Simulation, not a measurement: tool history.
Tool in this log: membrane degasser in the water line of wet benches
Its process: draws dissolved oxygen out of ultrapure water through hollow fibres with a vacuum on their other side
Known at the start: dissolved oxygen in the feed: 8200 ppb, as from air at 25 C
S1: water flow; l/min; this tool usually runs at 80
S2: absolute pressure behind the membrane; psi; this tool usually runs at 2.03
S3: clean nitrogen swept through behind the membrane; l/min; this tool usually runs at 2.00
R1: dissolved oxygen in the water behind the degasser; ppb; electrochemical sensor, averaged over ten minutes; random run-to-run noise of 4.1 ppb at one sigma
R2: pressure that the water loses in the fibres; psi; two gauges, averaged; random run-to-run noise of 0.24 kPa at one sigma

run     day   S1    S2    S3      R1      R2
  1   0.000   80  2.03  2.00   843.7   9.235
  2   2.592   80  2.03  2.00   833.4   9.208
  3   6.588   80  2.03  2.00   835.0   9.174
  4   9.154   80  2.03  2.00   837.2   9.223
  5  11.767   80  2.03  2.00   826.3   9.197
  6  15.817   80  2.03  2.00   832.8   9.177
  7  18.504   80  2.03  2.00   834.5   9.184
  8  21.396   99  2.03  2.00  1013.2  11.422
  9  24.300  103  4.74  2.00  2327.9  11.867
 10  26.583   80  1.42  2.00   539.6   9.194
 11  29.271  121  2.03  2.00  1221.6  13.947
 12  31.650   74  2.03  1.63   903.7   8.541
 13  33.762   69  2.03  3.51   465.0   7.944
 14  36.917   88  2.64  3.51   805.3  10.127
 15  39.467   58  3.12  2.63   815.2   6.730
 16  42.862  123  1.73  2.63   900.5  14.254

Not shown here: 1 entry made in the log between runs. Locate each between two listed runs and compare the hidden state at the listed run before it with the hidden state at the listed run after it:
Between runs 13 and 14: seals of the vacuum lines changed (day 34.567)
  air that leaks in behind the membrane, l/min: 0.0029 -> 0.002
